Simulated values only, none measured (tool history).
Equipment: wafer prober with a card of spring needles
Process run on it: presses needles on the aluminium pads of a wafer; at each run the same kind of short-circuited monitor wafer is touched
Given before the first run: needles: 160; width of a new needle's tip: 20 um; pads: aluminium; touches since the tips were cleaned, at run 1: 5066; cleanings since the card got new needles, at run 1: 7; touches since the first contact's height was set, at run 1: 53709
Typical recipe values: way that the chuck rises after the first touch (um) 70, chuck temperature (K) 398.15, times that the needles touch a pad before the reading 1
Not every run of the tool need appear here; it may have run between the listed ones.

run	day	way that the chuck rises after the first touch (um)	chuck temperature (K)	times that the needles touch a pad before the reading	touches since the tips were cleaned	cleanings since the card got new needles	touches since the first contact's height was set	resistance of one needle with its contact and lead (mohm)	way that a needle slides on the pad (um)
1	0.000	70	398.15	1	5066	7	53709	369	14.71
# day 0.154: tips cleaned on abrasive film
2	0.267	70	398.15	1	887	8	55770	400	14.66
3	0.754	70	299.15	1	4673	8	59556	377	14.67
# day 0.938: tips cleaned on abrasive film
4	1.350	70	398.15	2	3227	9	64165	336	14.64
# day 1.729: tips cleaned on abrasive film
5	1.933	70	398.15	2	1609	10	68684	318	14.64
6	2.325	70	398.15	2	4640	10	71715	342	14.65
# day 2.517: tips cleaned on abrasive film
7	2.704	64	398.15	2	1471	11	74651	331	13.35
8	3.033	64	398.15	2	4047	11	77227	346	13.39
# day 3.204: tips cleaned on abrasive film, once more
9	3.325	64	398.15	2	950	12	79467	321	13.36
10	3.721	64	398.15	2	4031	12	82548	346	13.36
# day 3.996: tips cleaned on abrasive film
# day 4.008: height of the first contact set anew
11	4.179	64	398.15	2	1316	13	1316	324	13.54
12	4.642	64	398.15	2	4924	13	4924	348	13.57
# day 4.821: tips cleaned on abrasive film
13	5.058	58	398.15	1	1846	14	8143	362	12.28
14	5.358	58	398.15	1	4191	14	10488	395	12.28
# day 5.608: tips cleaned on abrasive film
15	5.838	81	307.15	1	1788	15	14169	309	17.12
16	6.300	66	354.15	1	5402	15	17783	378	13.96
# day 6.404: tips cleaned on abrasive film
17	6.562	66	354.15	1	1224	16	19782	324	13.94
# day 7.183: tips cleaned on abrasive film
18	7.183	59	322.15	2	0	17	24586	281	12.43
19	7.725	59	322.15	2	4221	17	28807	340	12.40
# day 7.988: tips cleaned on abrasive film
20	8.296	59	322.15	2	2390	18	33227	328	12.43
21	8.667	79	380.15	1	5273	18	36110	353	16.68
# day 8.792: tips cleaned on abrasive film
22	8.996	70	398.15	1	1601	19	38659	338	14.75
# day 9.596: tips cleaned on abrasive film
23	9.642	70	398.15	1	332	20	43642	317	14.72
24	10.104	58	309.15	1	3959	20	47269	385	12.20

Branching from run 24: 5 alternative next runs. What would each branch give?
# day 10.392: tips cleaned on abrasive film
A	10.704	58	309.15	1	2450	21	51913	?	?
# day 10.392: tips cleaned on abrasive film
B	10.704	58	371.15	3	2450	21	51913	?	?
# day 10.392: tips cleaned on abrasive film
C	10.704	75	315.15	1	2450	21	51913	?	?
# day 10.392: tips cleaned on abrasive film
D	10.704	54	398.15	1	2450	21	51913	?	?
# day 10.392: tips cleaned on abrasive film
E	10.704	89	346.15	1	2450	21	51913	?	?

run	resistance of one needle with its contact and lead (mohm)	way that a needle slides on the pad (um)
A	362	12.18
B	324	12.18
C	327	15.76
D	388	11.33
E	323	18.73
Without the tool's hidden state the same runs would have given:
run	resistance of one needle with its contact and lead (mohm)	way that a needle slides on the pad (um)
A	274	12.27
B	294	12.28
C	273	15.85
D	301	11.42
E	284	18.82
